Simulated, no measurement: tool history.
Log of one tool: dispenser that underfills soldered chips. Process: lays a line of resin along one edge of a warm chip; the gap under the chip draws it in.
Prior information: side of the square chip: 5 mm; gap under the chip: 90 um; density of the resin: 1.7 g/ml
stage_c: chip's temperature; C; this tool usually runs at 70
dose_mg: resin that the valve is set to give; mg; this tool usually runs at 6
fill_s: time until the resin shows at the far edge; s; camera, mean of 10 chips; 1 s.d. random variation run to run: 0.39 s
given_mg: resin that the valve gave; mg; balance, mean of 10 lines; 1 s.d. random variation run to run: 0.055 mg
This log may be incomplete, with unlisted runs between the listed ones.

{"run": 1, "hour": 0.0, "stage_c": 70, "dose_mg": 6, "fill_s": 37.7, "given_mg": 5.74}
{"hour": 2.7, "done": "new syringe of resin"}
{"run": 2, "hour": 11.0, "stage_c": 70, "dose_mg": 6, "fill_s": 37.9, "given_mg": 5.88}
{"hour": 14.4, "done": "new syringe of resin"}
{"run": 3, "hour": 24.4, "stage_c": 70, "dose_mg": 6, "fill_s": 40, "given_mg": 5.86}
{"hour": 26.0, "done": "new syringe of resin"}
{"hour": 37.2, "done": "new syringe of resin"}
{"run": 4, "hour": 37.2, "stage_c": 70, "dose_mg": 6, "fill_s": 27.7, "given_mg": 5.79}
{"run": 5, "hour": 46.6, "stage_c": 70, "dose_mg": 6, "fill_s": 39.2, "given_mg": 5.77}
{"hour": 48.2, "done": "new syringe of resin"}
{"run": 6, "hour": 53.4, "stage_c": 70, "dose_mg": 6, "fill_s": 33.5, "given_mg": 5.74}
{"hour": 59.7, "done": "new syringe of resin"}
{"run": 7, "hour": 59.8, "stage_c": 70, "dose_mg": 6, "fill_s": 27.6, "given_mg": 5.65}
{"hour": 70.9, "done": "new syringe of resin"}
{"run": 8, "hour": 74.3, "stage_c": 70, "dose_mg": 6, "fill_s": 32.2, "given_mg": 5.68}
{"hour": 82.4, "done": "new syringe of resin"}
{"run": 9, "hour": 82.9, "stage_c": 70, "dose_mg": 6, "fill_s": 29.2, "given_mg": 5.61}
{"run": 10, "hour": 89.9, "stage_c": 70, "dose_mg": 5.68, "fill_s": 38, "given_mg": 5.29}
{"hour": 93.7, "done": "new syringe of resin"}
{"run": 11, "hour": 98.0, "stage_c": 60, "dose_mg": 6, "fill_s": 50, "given_mg": 5.56}
{"hour": 105.4, "done": "new syringe of resin"}
{"run": 12, "hour": 112.3, "stage_c": 70, "dose_mg": 7.03, "fill_s": 36, "given_mg": 6.6}
{"hour": 117.5, "done": "new syringe of resin"}
{"run": 13, "hour": 120.3, "stage_c": 70, "dose_mg": 7.03, "fill_s": 31.1, "given_mg": 6.42}
{"hour": 129.2, "done": "new syringe of resin"}
{"run": 14, "hour": 133.4, "stage_c": 72, "dose_mg": 6, "fill_s": 29.7, "given_mg": 5.42}
{"hour": 141.3, "done": "new syringe of resin"}
{"run": 15, "hour": 144.0, "stage_c": 72, "dose_mg": 6, "fill_s": 28.9, "given_mg": 5.4}
{"hour": 152.6, "done": "new syringe of resin"}
{"run": 16, "hour": 153.3, "stage_c": 72, "dose_mg": 6, "fill_s": 27.5, "given_mg": 5.43}
{"hour": 155.4, "done": "dispensing valve cleaned and set on the balance"}
{"run": 17, "hour": 161.2, "stage_c": 72, "dose_mg": 6, "fill_s": 34.4, "given_mg": 5.93}
{"hour": 164.9, "done": "new syringe of resin"}
{"run": 18, "hour": 173.9, "stage_c": 73, "dose_mg": 6.9, "fill_s": 33.4, "given_mg": 6.97}
{"hour": 176.4, "done": "new syringe of resin"}
{"run": 19, "hour": 186.7, "stage_c": 73, "dose_mg": 6.9, "fill_s": 35.6, "given_mg": 6.74}
{"hour": 188.1, "done": "new syringe of resin"}
{"run": 20, "hour": 196.6, "stage_c": 73, "dose_mg": 6.34, "fill_s": 33.9, "given_mg": 6.18}
{"hour": 199.4, "done": "new syringe of resin"}
{"run": 21, "hour": 209.0, "stage_c": 59, "dose_mg": 6.34, "fill_s": 63.9, "given_mg": 6.12}
{"hour": 211.5, "done": "new syringe of resin"}
{"hour": 222.6, "done": "new syringe of resin"}
{"run": 22, "hour": 222.6, "stage_c": 58, "dose_mg": 5.5, "fill_s": 47.3, "given_mg": 5.34}
{"run": 23, "hour": 231.8, "stage_c": 55, "dose_mg": 7.02, "fill_s": 72.9, "given_mg": 6.75}
{"hour": 233.7, "done": "new syringe of resin"}
{"run": 24, "hour": 238.7, "stage_c": 73, "dose_mg": 7.02, "fill_s": 29.4, "given_mg": 6.58}
{"hour": 244.8, "done": "new syringe of resin"}
{"run": 25, "hour": 249.0, "stage_c": 73, "dose_mg": 7.02, "fill_s": 28.2, "given_mg": 6.64}
{"hour": 256.3, "done": "new syringe of resin"}
{"run": 26, "hour": 257.4, "stage_c": 59, "dose_mg": 6.11, "fill_s": 48.1, "given_mg": 5.69}
{"hour": 267.9, "done": "new syringe of resin"}
{"run": 27, "hour": 270.0, "stage_c": 82, "dose_mg": 6.06, "fill_s": 19.1, "given_mg": 5.73}
{"hour": 279.5, "done": "new syringe of resin"}
{"run": 28, "hour": 283.9, "stage_c": 63, "dose_mg": 5.34, "fill_s": 48, "given_mg": 4.92}
{"hour": 291.0, "done": "new syringe of resin"}
{"run": 29, "hour": 293.4, "stage_c": 70, "dose_mg": 7.24, "fill_s": 31.7, "given_mg": 6.73}
{"run": 30, "hour": 301.3, "stage_c": 70, "dose_mg": 7.24, "fill_s": 42.5, "given_mg": 6.68}
{"hour": 302.4, "done": "new syringe of resin"}
{"hour": 313.9, "done": "new syringe of resin"}
{"run": 31, "hour": 315.1, "stage_c": 61, "dose_mg": 6.95, "fill_s": 42.7, "given_mg": 6.3}
{"hour": 325.7, "done": "new syringe of resin"}
{"run": 32, "hour": 326.9, "stage_c": 70, "dose_mg": 6.01, "fill_s": 29.4, "given_mg": 5.51}
{"hour": 337.7, "done": "new syringe of resin"}
{"run": 33, "hour": 339.5, "stage_c": 64, "dose_mg": 6, "fill_s": 39.9, "given_mg": 5.49}
{"hour": 346.7, "done": "dispensing valve cleaned and set on the balance"}
{"hour": 350.8, "done": "new syringe of resin"}
{"run": 34, "hour": 354.9, "stage_c": 64, "dose_mg": 6, "fill_s": 43, "given_mg": 6.02}

Here are 3 independent what-if runs from the current tool condition. What would each one return?
{"hour": 362.2, "done": "new syringe of resin"}
{"run": "A", "hour": 367.2, "stage_c": 70, "dose_mg": 5.85, "fill_s": "?", "given_mg": "?"}
{"hour": 362.2, "done": "new syringe of resin"}
{"run": "B", "hour": 367.2, "stage_c": 75, "dose_mg": 6, "fill_s": "?", "given_mg": "?"}
{"hour": 362.2, "done": "new syringe of resin"}
{"run": "C", "hour": 367.2, "stage_c": 64, "dose_mg": 6.33, "fill_s": "?", "given_mg": "?"}

run=A fill_s=34.8 given_mg=5.81
run=B fill_s=28.8 given_mg=5.88
run=C fill_s=44.9 given_mg=6.29
With the hidden condition removed and each run's random variation left untouched, the same runs would have given:
run=A fill_s=24.9 given_mg=5.9
run=B fill_s=20.8 given_mg=5.97
run=C fill_s=32 given_mg=6.39
